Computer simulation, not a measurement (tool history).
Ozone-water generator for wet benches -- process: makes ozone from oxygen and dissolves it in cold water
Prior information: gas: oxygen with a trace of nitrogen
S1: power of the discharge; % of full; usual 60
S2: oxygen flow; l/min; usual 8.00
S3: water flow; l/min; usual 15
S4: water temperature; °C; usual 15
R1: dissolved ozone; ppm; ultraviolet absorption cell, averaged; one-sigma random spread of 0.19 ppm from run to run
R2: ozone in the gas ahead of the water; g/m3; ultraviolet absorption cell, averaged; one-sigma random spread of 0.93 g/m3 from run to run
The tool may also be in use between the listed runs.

run,hour,S1,S2,S3,S4,R1,R2
1,0.0,60,8.00,15,15,23.2,152.1
2,62.6,60,8.00,15,15,23.3,150.5
3,120.9,60,8.00,15,15,23.6,150.0
4,188.1,60,8.00,15,15,23.4,150.6
5,234.6,60,8.00,15,15,23.1,151.1
6,266.0,60,8.00,15,15,23.3,150.2
7,333.1,60,8.00,15,15,23.1,151.7
8,362.3,60,8.00,15,15,23.1,150.8
9,392.9,60,8.00,15,15,22.9,150.9
10,432.4,60,8.00,15,15,23.2,150.2
# hour 438.9: water thermometer calibrated
11,486.4,60,8.00,15,15,22.9,149.8
12,522.3,60,8.00,15,15,23.1,149.4
13,579.3,60,8.00,15,14,23.2,149.5
14,639.1,60,8.00,15,14,23.6,148.5
# hour 676.2: water thermometer calibrated, once more
15,708.8,60,8.00,15,14,23.7,147.2
16,755.5,60,8.00,15,15,22.9,151.4
17,800.7,51,8.00,15,7,24.2,135.2
18,854.4,40,8.05,15,10,19.8,116.8
# hour 864.2: contactor cleaned
19,920.7,40,8.05,15,16,19.2,115.2

Estimate the outcome of run 20 from the log above:
20,968.9,40,8.05,15,16,?,?

{"run 20": {"R1": 19.1, "R2": 115.5}}
The same run, on a tool lacking any hidden state, would have yielded R1 19.8 ppm, R2 119.7 g/m3.
